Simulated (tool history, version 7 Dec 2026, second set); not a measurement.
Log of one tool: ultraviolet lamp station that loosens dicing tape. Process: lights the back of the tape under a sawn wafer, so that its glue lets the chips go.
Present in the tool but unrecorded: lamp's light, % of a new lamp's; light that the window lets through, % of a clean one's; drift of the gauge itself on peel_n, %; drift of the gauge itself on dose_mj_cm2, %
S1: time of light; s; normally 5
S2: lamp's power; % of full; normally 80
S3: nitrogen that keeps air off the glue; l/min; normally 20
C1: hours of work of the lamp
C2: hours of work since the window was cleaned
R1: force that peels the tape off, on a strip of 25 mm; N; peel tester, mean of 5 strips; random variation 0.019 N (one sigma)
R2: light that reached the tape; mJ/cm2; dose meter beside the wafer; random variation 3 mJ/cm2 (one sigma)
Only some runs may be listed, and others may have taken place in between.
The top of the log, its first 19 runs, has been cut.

Run 20, hour 257.7: usual settings; C1 335; C2 173. Result: R1 1.210 N, R2 393 mJ/cm2.
Run 21, hour 272.0: usual settings but S1 2 s; C1 343; C2 181. Result: R1 4.225 N, R2 156 mJ/cm2.
Run 22, hour 286.9: usual settings but S3 7 l/min; C1 351; C2 189. Result: R1 2.409 N, R2 390 mJ/cm2.
Run 23, hour 297.6: usual settings but S1 2 s, S2 88 % of full, S3 21 l/min; C1 357; C2 195. Result: R1 3.886 N, R2 173 mJ/cm2.
Run 24, hour 310.8: usual settings but S1 2 s, S2 61 % of full, S3 21 l/min; C1 364; C2 202. Result: R1 5.220 N, R2 116 mJ/cm2.
Run 25, hour 324.0: usual settings but S1 2 s, S2 61 % of full, S3 21 l/min; C1 371; C2 209. Result: R1 5.172 N, R2 118 mJ/cm2.
Run 26, hour 340.0: usual settings but S1 2 s, S2 61 % of full, S3 21 l/min; C1 380; C2 218. Result: R1 5.417 N, R2 114 mJ/cm2.
Run 27, hour 353.8: usual settings but S1 8 s, S2 61 % of full, S3 21 l/min; C1 387; C2 226. Result: R1 0.770 N, R2 471 mJ/cm2.
Run 28, hour 361.8: usual settings but S2 67 % of full, S3 38 l/min; C1 392; C2 230. Result: R1 1.208 N, R2 323 mJ/cm2.
Run 29, hour 377.9: usual settings but S2 68 % of full, S3 7 l/min; C1 401; C2 239. Result: R1 2.984 N, R2 323 mJ/cm2.
Run 30, hour 392.0: usual settings but S2 68 % of full, S3 7 l/min; C1 408; C2 247. Result: R1 2.963 N, R2 322 mJ/cm2.
Run 31, hour 404.0: usual settings but S1 9 s, S2 68 % of full, S3 15 l/min; C1 415; C2 253. Result: R1 0.617 N, R2 586 mJ/cm2.
Run 32, hour 418.5: usual settings but S2 83 % of full, S3 16 l/min; C1 423; C2 261. Result: R1 1.320 N, R2 392 mJ/cm2.
Run 33, hour 431.0: usual settings but S2 81 % of full, S3 16 l/min; C1 430; C2 268. Result: R1 1.425 N, R2 387 mJ/cm2.
Run 34, hour 448.3: usual settings but S1 6 s, S3 26 l/min; C1 439; C2 278. Result: R1 0.727 N, R2 455 mJ/cm2.
Run 35, hour 463.0: usual settings but S2 61 % of full; C1 447; C2 286. Result: R1 2.079 N, R2 291 mJ/cm2.
Run 36, hour 479.5: usual settings but S2 64 % of full, S3 30 l/min; C1 456; C2 295. Result: R1 1.527 N, R2 301 mJ/cm2.
Run 37, hour 496.4: usual settings but S1 8 s, S2 99 % of full, S3 6 l/min; C1 466; C2 304. Result: R1 0.799 N, R2 746 mJ/cm2.
Run 38, hour 504.8: usual settings but S1 8 s, S2 68 % of full, S3 8 l/min; C1 470; C2 309. Result: R1 1.446 N, R2 508 mJ/cm2.
Run 39, hour 517.1: usual settings but S2 92 % of full, S3 33 l/min; C1 477; C2 315. Result: R1 0.651 N, R2 429 mJ/cm2.
Run 40, hour 531.3: usual settings but S2 79 % of full, S3 12 l/min; C1 485; C2 323. Result: R1 1.870 N, R2 367 mJ/cm2.
Run 41, hour 549.1: usual settings but S1 3 s; C1 495; C2 333. Result: R1 3.156 N, R2 223 mJ/cm2.
Run 42, hour 562.7: usual settings but S1 3 s, S2 67 % of full, S3 18 l/min; C1 502; C2 340. Result: R1 3.794 N, R2 183 mJ/cm2.
Run 43, hour 578.4: usual settings but S1 3 s, S2 67 % of full, S3 18 l/min; C1 511; C2 349. Result: R1 3.800 N, R2 189 mJ/cm2.

Each row is a separate what-if for the run after 43, all from the same tool condition, not one after another. Results?
Run A, hour 590.5: usual settings but S3 15 l/min; C1 517; C2 356. Result: R1 ?, R2 ?.
Run B, hour 590.5: usual settings but S1 10 s, S2 67 % of full, S3 18 l/min; C1 517; C2 356. Result: R1 ?, R2 ?.
Run C, hour 590.5: usual settings but S1 3 s, S2 67 % of full, S3 19 l/min; C1 517; C2 356. Result: R1 ?, R2 ?.
Run D, hour 590.5: usual settings but S1 3 s, S2 76 % of full, S3 31 l/min; C1 517; C2 356. Result: R1 ?, R2 ?.

run     R1   R2
  A  1.643  366
  B  0.469  616
  C  3.688  184
  D  2.725  207
With the hidden condition removed and each run's random variation left untouched, the same runs would have given:
run     R1   R2
  A  1.189  435
  B  0.320  731
  C  3.044  218
  D  2.125  247
